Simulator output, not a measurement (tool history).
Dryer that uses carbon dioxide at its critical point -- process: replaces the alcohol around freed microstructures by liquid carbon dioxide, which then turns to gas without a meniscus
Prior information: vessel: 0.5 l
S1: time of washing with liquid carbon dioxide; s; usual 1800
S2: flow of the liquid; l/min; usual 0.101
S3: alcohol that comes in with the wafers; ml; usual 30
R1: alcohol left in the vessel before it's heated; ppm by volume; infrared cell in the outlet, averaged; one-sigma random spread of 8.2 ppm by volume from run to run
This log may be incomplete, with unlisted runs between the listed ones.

run,hour,S1,S2,S3,R1
1,0.0,1800,0.101,30,726
2,7.6,2100,0.101,30,363
3,25.5,2700,0.101,30,121
4,37.0,2700,0.101,30,126
5,53.1,2700,0.083,30,322
# hour 55.2: inlet filter changed
6,63.7,1800,0.169,30,68
7,75.7,1800,0.101,30,518
8,88.5,1800,0.101,30,504
9,100.0,1800,0.101,30,530
10,117.3,1620,0.066,61,7657

The next listed run, before its measurement:
11,132.1,1620,0.066,61,?

R1: 8014 ppm by volume
Were there no unlogged condition in the tool, this run, its random variation unchanged, would have produced R1 7413 ppm by volume.
